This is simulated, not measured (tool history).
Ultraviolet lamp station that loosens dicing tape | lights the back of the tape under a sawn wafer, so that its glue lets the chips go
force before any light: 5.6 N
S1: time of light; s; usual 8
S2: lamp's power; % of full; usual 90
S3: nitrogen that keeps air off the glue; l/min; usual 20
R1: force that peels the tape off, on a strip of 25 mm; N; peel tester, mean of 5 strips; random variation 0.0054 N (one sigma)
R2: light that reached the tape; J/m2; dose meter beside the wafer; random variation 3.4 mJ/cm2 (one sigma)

run,hour,S1,S2,S3,R1,R2
1,0,8,90,20,0.188,5450
2,57.4,8,90,20,0.178,5490
3,116.2,8,97,20,0.173,5880
4,170.4,8,97,20,0.175,5930
5,218.7,8,97,20,0.181,5890
# hour 291.3: lamp changed
6,297,5,90,20,0.337,3420
7,335.7,8,85,7,0.348,5210
8,415.9,8,85,7,0.357,5240
# hour 432.1: window cleaned of glue's vapour
9,491.6,8,85,7,0.364,5160
10,554.8,8,95,7,0.299,5890
11,595.3,8,85,8,0.316,5220
12,635.8,7,79,6,0.606,4210

Forecast each of these 5 alternatives for the next run:
A,688.3,15,91,10,?,?
B,688.3,5,90,13,?,?
C,688.3,4,90,20,?,?
D,688.3,5,79,9,?,?
E,688.3,9,95,22,?,?

run,R1,R2
A,0.168,10410
B,0.464,3470
C,0.497,2780
D,0.755,3020
E,0.166,6570
Without the tool's hidden state the same runs would have given:
run,R1,R2
A,0.168,10420
B,0.463,3470
C,0.496,2780
D,0.753,3020
E,0.166,6580
